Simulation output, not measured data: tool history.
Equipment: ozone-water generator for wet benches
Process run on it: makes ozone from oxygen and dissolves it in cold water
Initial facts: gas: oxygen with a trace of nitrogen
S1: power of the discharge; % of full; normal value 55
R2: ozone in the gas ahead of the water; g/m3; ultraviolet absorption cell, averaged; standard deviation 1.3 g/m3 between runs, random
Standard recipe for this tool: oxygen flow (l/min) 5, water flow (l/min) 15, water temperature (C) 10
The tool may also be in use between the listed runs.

run 1 hour=0 | S1=55 oxygen_flow_(l/min)=5 water_flow_(l/min)=15 water_temperature_(C)=10 | dissolved_ozone_(ppm)=29.8 R2=231.1
run 2 hour=65.7 | S1=55 oxygen_flow_(l/min)=5 water_flow_(l/min)=15 water_temperature_(C)=5 | dissolved_ozone_(ppm)=31.9 R2=231.7
run 3 hour=99 | S1=55 oxygen_flow_(l/min)=5 water_flow_(l/min)=15 water_temperature_(C)=5 | dissolved_ozone_(ppm)=31.9 R2=229.3
run 4 hour=161.7 | S1=55 oxygen_flow_(l/min)=5 water_flow_(l/min)=15 water_temperature_(C)=5 | dissolved_ozone_(ppm)=31.5 R2=230.6
run 5 hour=208.2 | S1=55 oxygen_flow_(l/min)=5 water_flow_(l/min)=15 water_temperature_(C)=5 | dissolved_ozone_(ppm)=31.8 R2=232.1
run 6 hour=261 | S1=87 oxygen_flow_(l/min)=5 water_flow_(l/min)=15 water_temperature_(C)=5 | dissolved_ozone_(ppm)=41.9 R2=308.2
run 7 hour=309.6 | S1=87 oxygen_flow_(l/min)=5 water_flow_(l/min)=15 water_temperature_(C)=5 | dissolved_ozone_(ppm)=41.6 R2=305.1
run 8 hour=337.8 | S1=55 oxygen_flow_(l/min)=3.25 water_flow_(l/min)=15 water_temperature_(C)=10 | dissolved_ozone_(ppm)=28.2 R2=289.8
run 9 hour=371.1 | S1=55 oxygen_flow_(l/min)=3.25 water_flow_(l/min)=15 water_temperature_(C)=10 | dissolved_ozone_(ppm)=28.1 R2=288.2
run 10 hour=405.7 | S1=55 oxygen_flow_(l/min)=5 water_flow_(l/min)=15 water_temperature_(C)=10 | dissolved_ozone_(ppm)=29.3 R2=233
run 11 hour=444.3 | S1=55 oxygen_flow_(l/min)=5 water_flow_(l/min)=15 water_temperature_(C)=10 | dissolved_ozone_(ppm)=29.8 R2=232.5
run 12 hour=510.7 | S1=55 oxygen_flow_(l/min)=5 water_flow_(l/min)=15 water_temperature_(C)=10 | dissolved_ozone_(ppm)=29.5 R2=229.5
run 13 hour=564.3 | S1=55 oxygen_flow_(l/min)=5 water_flow_(l/min)=14 water_temperature_(C)=10 | dissolved_ozone_(ppm)=31.4 R2=231.4
run 14 hour=628.8 | S1=55 oxygen_flow_(l/min)=7.79 water_flow_(l/min)=15 water_temperature_(C)=10 | dissolved_ozone_(ppm)=28.9 R2=182.2
run 15 hour=669.9 | S1=55 oxygen_flow_(l/min)=7.79 water_flow_(l/min)=13 water_temperature_(C)=10 | dissolved_ozone_(ppm)=31.7 R2=182.5
run 16 hour=716.8 | S1=55 oxygen_flow_(l/min)=7.79 water_flow_(l/min)=13 water_temperature_(C)=10 | dissolved_ozone_(ppm)=32.1 R2=181.6
run 17 hour=783.7 | S1=55 oxygen_flow_(l/min)=5.13 water_flow_(l/min)=10 water_temperature_(C)=16 | dissolved_ozone_(ppm)=36.2 R2=227.9
run 18 hour=813.8 | S1=55 oxygen_flow_(l/min)=6.41 water_flow_(l/min)=24 water_temperature_(C)=10 | dissolved_ozone_(ppm)=20.2 R2=200.5
run 19 hour=874.4 | S1=75 oxygen_flow_(l/min)=3.47 water_flow_(l/min)=24 water_temperature_(C)=10 | dissolved_ozone_(ppm)=21.7 R2=336
run 20 hour=936.8 | S1=83 oxygen_flow_(l/min)=7.02 water_flow_(l/min)=11 water_temperature_(C)=10 | dissolved_ozone_(ppm)=46.4 R2=248
run 21 hour=964 | S1=83 oxygen_flow_(l/min)=3.99 water_flow_(l/min)=16 water_temperature_(C)=10 | dissolved_ozone_(ppm)=35 R2=333.2
run 22 hour=1021.3 | S1=83 oxygen_flow_(l/min)=3.99 water_flow_(l/min)=16 water_temperature_(C)=10 | dissolved_ozone_(ppm)=34.9 R2=328

Expected results for the next run?
run 23 hour=1074.4 | S1=65 oxygen_flow_(l/min)=6.86 water_flow_(l/min)=16 water_temperature_(C)=10 | dissolved_ozone_(ppm)=? R2=?

Run 23 came out at dissolved ozone (ppm) 30.5, R2 218.3 g/m3.
With no hidden state in the tool, this same run would have given dissolved ozone (ppm) 33.8, R2 226 g/m3.

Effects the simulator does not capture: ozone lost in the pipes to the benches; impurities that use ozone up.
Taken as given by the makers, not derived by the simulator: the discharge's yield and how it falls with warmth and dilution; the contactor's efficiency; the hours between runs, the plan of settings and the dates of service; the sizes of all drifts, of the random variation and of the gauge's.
